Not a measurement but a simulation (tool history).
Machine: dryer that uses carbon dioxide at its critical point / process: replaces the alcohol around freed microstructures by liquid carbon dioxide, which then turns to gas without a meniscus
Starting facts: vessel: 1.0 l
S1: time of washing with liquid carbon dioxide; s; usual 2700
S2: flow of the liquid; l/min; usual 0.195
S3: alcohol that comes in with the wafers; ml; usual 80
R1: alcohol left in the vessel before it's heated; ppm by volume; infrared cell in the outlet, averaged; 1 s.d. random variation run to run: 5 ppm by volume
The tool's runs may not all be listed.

run,hour,S1,S2,S3,R1
1,0.0,2700,0.195,80,119
2,29.4,2700,0.195,76,132
3,64.4,2700,0.195,38,107
4,82.9,2700,0.204,38,112
5,110.2,2700,0.195,80,159
6,148.1,2700,0.195,80,168
7,180.1,2700,0.276,80,107
8,211.2,2700,0.276,80,101
9,251.0,2700,0.276,80,105
10,274.8,2700,0.195,30,120
11,293.6,2700,0.195,30,128
12,330.5,2700,0.195,88,157
13,364.8,2700,0.273,88,125
14,382.2,2700,0.273,88,127
15,398.1,2700,0.273,88,131
16,430.3,2700,0.273,88,126
17,448.7,2820,0.195,80,191
18,485.3,2700,0.195,80,204
19,518.1,3840,0.195,80,149
20,538.9,3840,0.195,80,150
21,555.6,2700,0.166,80,403
22,579.5,2700,0.195,80,181
23,607.1,2700,0.195,80,187
24,632.7,2700,0.195,80,196
25,664.3,2700,0.172,24,190
26,701.2,2700,0.172,24,202
27,718.2,1920,0.302,90,186
28,739.2,1920,0.172,37,548
29,772.1,3180,0.238,53,180
30,803.0,3180,0.238,53,194
31,832.9,3180,0.238,53,187
32,860.7,2100,0.297,72,197
33,899.7,2100,0.297,72,22
34,932.8,2700,0.195,21,18
35,967.2,2700,0.195,21,21
36,987.8,2160,0.195,48,120
37,1011.0,2160,0.185,63,220
38,1029.1,2580,0.185,63,92
39,1045.3,2580,0.185,63,103
40,1082.2,2580,0.185,63,119
41,1107.3,2580,0.185,63,121
42,1141.3,2580,0.185,63,126
43,1161.1,2580,0.185,63,142
44,1178.3,1680,0.208,80,743
45,1204.4,2700,0.263,54,53
46,1229.2,2700,0.219,80,86
47,1250.0,2220,0.195,66,299
48,1271.9,1740,0.127,87,3613

Not shown here: 5 entries made in the log between runs. Locate each between two listed runs and compare the hidden state at the listed run before it with the hidden state at the listed run after it:
From run 8 to run 9: inlet filter changed (hour 213.9)
  flow that reaches the vessel past the clogged filter, %: 85.1 -> 98.4; alcohol in the recycled carbon dioxide, ppm: 103.6 -> 108.5
  the result without the hidden state subtracted from the measured one, R1: +99 -> +101 ppm by volume
From run 21 to run 22: inlet filter changed (hour 563.8)
  flow that reaches the vessel past the clogged filter, %: 86 -> 99.3; alcohol in the recycled carbon dioxide, ppm: 148.2 -> 151.1
  the result without the hidden state subtracted from the measured one, R1: +295 -> +147 ppm by volume
From run 32 to run 33: purifier's bed changed (hour 884.0)
  flow that reaches the vessel past the clogged filter, %: 88 -> 86.6; alcohol in the recycled carbon dioxide, ppm: 188.3 -> 7.8
  the result without the hidden state subtracted from the measured one, R1: +187 -> +14 ppm by volume
From run 33 to run 34: inlet filter changed (hour 918.3)
  flow that reaches the vessel past the clogged filter, %: 86.6 -> 99.2; alcohol in the recycled carbon dioxide, ppm: 7.8 -> 11.6
  the result without the hidden state subtracted from the measured one, R1: +14 -> +7 ppm by volume
From run 47 to run 48: inlet filter changed (hour 1268.0)
  flow that reaches the vessel past the clogged filter, %: 86.2 -> 99.5; alcohol in the recycled carbon dioxide, ppm: 55.1 -> 57.9
  the result without the hidden state subtracted from the measured one, R1: +194 -> +105 ppm by volume
